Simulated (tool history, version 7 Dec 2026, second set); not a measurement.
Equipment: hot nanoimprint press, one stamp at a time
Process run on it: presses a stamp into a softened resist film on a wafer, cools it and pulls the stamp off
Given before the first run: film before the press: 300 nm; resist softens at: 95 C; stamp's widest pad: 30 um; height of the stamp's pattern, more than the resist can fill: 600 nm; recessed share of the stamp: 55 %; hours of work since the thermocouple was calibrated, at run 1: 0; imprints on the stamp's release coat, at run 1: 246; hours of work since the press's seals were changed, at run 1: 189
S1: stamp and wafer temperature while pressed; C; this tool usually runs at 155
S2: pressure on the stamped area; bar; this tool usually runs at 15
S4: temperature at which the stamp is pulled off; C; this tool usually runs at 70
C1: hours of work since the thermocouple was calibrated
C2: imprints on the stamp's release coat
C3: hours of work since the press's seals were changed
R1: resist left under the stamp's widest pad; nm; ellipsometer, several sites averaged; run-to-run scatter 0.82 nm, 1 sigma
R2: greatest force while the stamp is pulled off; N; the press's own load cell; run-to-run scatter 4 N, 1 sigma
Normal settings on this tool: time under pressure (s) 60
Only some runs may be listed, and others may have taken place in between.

run 1 day=0 | S1=155 S2=15 time_under_pressure_(s)=60 S4=70 | C1=0 C2=246 C3=189 | R1=107.6 R2=200
run 2 day=2.304 | S1=161 S2=15 time_under_pressure_(s)=60 S4=70 | C1=39 C2=406 C3=229 | R1=85.2 R2=203
run 3 day=4.275 | S1=161 S2=9.4 time_under_pressure_(s)=60 S4=70 | C1=73 C2=544 C3=262 | R1=110.7 R2=212
run 4 day=7.812 | S1=161 S2=9.4 time_under_pressure_(s)=60 S4=70 | C1=134 C2=790 C3=323 | R1=111.9 R2=223
run 5 day=9.488 | S1=155 S2=15 time_under_pressure_(s)=59 S4=70 | C1=162 C2=906 C3=351 | R1=114 R2=223
run 6 day=12.021 | S1=155 S2=15 time_under_pressure_(s)=59 S4=70 | C1=205 C2=1083 C3=395 | R1=112.8 R2=226
run 7 day=13.592 | S1=155 S2=9.9 time_under_pressure_(s)=60 S4=70 | C1=232 C2=1192 C3=422 | R1=138.8 R2=223
-- day=15.542 plate thermocouple calibrated
run 8 day=16.612 | S1=155 S2=9.9 time_under_pressure_(s)=60 S4=70 | C1=18 C2=1394 C3=471 | R1=137 R2=231
run 9 day=18.767 | S1=155 S2=9.9 time_under_pressure_(s)=87 S4=70 | C1=55 C2=1544 C3=508 | R1=119.7 R2=235
run 10 day=22.004 | S1=155 S2=13.9 time_under_pressure_(s)=87 S4=70 | C1=110 C2=1769 C3=563 | R1=101.9 R2=240
-- day=22.446 stamp cleaned and given a new release coat
run 11 day=24.529 | S1=155 S2=13.9 time_under_pressure_(s)=87 S4=70 | C1=149 C2=145 C3=602 | R1=101.4 R2=200
run 12 day=26.654 | S1=155 S2=13.9 time_under_pressure_(s)=87 S4=56 | C1=186 C2=293 C3=639 | R1=102.4 R2=242
run 13 day=28.675 | S1=155 S2=15.5 time_under_pressure_(s)=87 S4=56 | C1=220 C2=434 C3=673 | R1=98 R2=243
-- day=31.379 plate thermocouple calibrated
run 14 day=31.892 | S1=155 S2=15.5 time_under_pressure_(s)=87 S4=56 | C1=9 C2=649 C3=726 | R1=93.8 R2=252
run 15 day=35.329 | S1=155 S2=15.5 time_under_pressure_(s)=87 S4=56 | C1=68 C2=888 C3=785 | R1=95.4 R2=255
run 16 day=37.538 | S1=155 S2=12.1 time_under_pressure_(s)=101 S4=70 | C1=105 C2=1042 C3=823 | R1=103.1 R2=225
run 17 day=40.371 | S1=155 S2=12.1 time_under_pressure_(s)=101 S4=70 | C1=154 C2=1239 C3=871 | R1=105.3 R2=225
run 18 day=41.908 | S1=155 S2=12 time_under_pressure_(s)=57 S4=56 | C1=180 C2=1346 C3=897 | R1=127.9 R2=270
run 19 day=43.604 | S1=152 S2=15 time_under_pressure_(s)=61 S4=70 | C1=209 C2=1464 C3=926 | R1=129.4 R2=233
run 20 day=45.471 | S1=152 S2=23.5 time_under_pressure_(s)=52 S4=70 | C1=241 C2=1594 C3=958 | R1=109.5 R2=252
-- day=47.179 plate thermocouple calibrated
run 21 day=47.333 | S1=152 S2=23.5 time_under_pressure_(s)=52 S4=70 | C1=3 C2=1716 C3=988 | R1=105.8 R2=249
-- day=48.646 stamp cleaned and given a new release coat
run 22 day=49.762 | S1=152 S2=23.5 time_under_pressure_(s)=52 S4=70 | C1=40 C2=78 C3=1025 | R1=105.9 R2=194
run 23 day=51.796 | S1=152 S2=23.5 time_under_pressure_(s)=100 S4=77 | C1=75 C2=220 C3=1060 | R1=83.7 R2=177
run 24 day=54.283 | S1=152 S2=23.5 time_under_pressure_(s)=100 S4=77 | C1=117 C2=393 C3=1102 | R1=84.9 R2=189
run 25 day=57.842 | S1=155 S2=16.9 time_under_pressure_(s)=71 S4=70 | C1=178 C2=640 C3=1163 | R1=99.9 R2=215
run 26 day=60.583 | S1=163 S2=16.9 time_under_pressure_(s)=83 S4=62 | C1=225 C2=831 C3=1210 | R1=67.9 R2=241
-- day=63.125 plate thermocouple calibrated
run 27 day=63.488 | S1=152 S2=15 time_under_pressure_(s)=87 S4=59 | C1=6 C2=1025 C3=1258 | R1=110.8 R2=250
run 28 day=65.775 | S1=149 S2=13.1 time_under_pressure_(s)=71 S4=70 | C1=45 C2=1184 C3=1297 | R1=145.9 R2=236
-- day=66.375 press's hydraulic seals changed and the load cell set to zero
run 29 day=69.558 | S1=167 S2=9.5 time_under_pressure_(s)=116 S4=68 | C1=104 C2=1424 C3=54 | R1=68.3 R2=245

Here are 5 independent what-if runs from the current tool condition. What would each one return?
run A day=72.346 | S1=162 S2=9.5 time_under_pressure_(s)=116 S4=68 | C1=152 C2=1618 C3=102 | R1=? R2=?
run B day=72.346 | S1=144 S2=15 time_under_pressure_(s)=60 S4=74 | C1=152 C2=1618 C3=102 | R1=? R2=?
run C day=72.346 | S1=163 S2=9.1 time_under_pressure_(s)=116 S4=55 | C1=152 C2=1618 C3=102 | R1=? R2=?
run D day=72.346 | S1=167 S2=12.3 time_under_pressure_(s)=38 S4=68 | C1=152 C2=1618 C3=102 | R1=? R2=?
run E day=72.346 | S1=155 S2=15 time_under_pressure_(s)=35 S4=70 | C1=152 C2=1618 C3=102 | R1=? R2=?

run=A R1=82.7 R2=254
run=B R1=177.2 R2=220
run=C R1=82.7 R2=280
run=D R1=90.2 R2=250
run=E R1=133.3 R2=241
With no hidden state in the tool, these same runs would have given:
run=A R1=80.8 R2=204
run=B R1=173 R2=177
run=C R1=80.9 R2=225
run=D R1=88.3 R2=200
run=E R1=130.2 R2=193
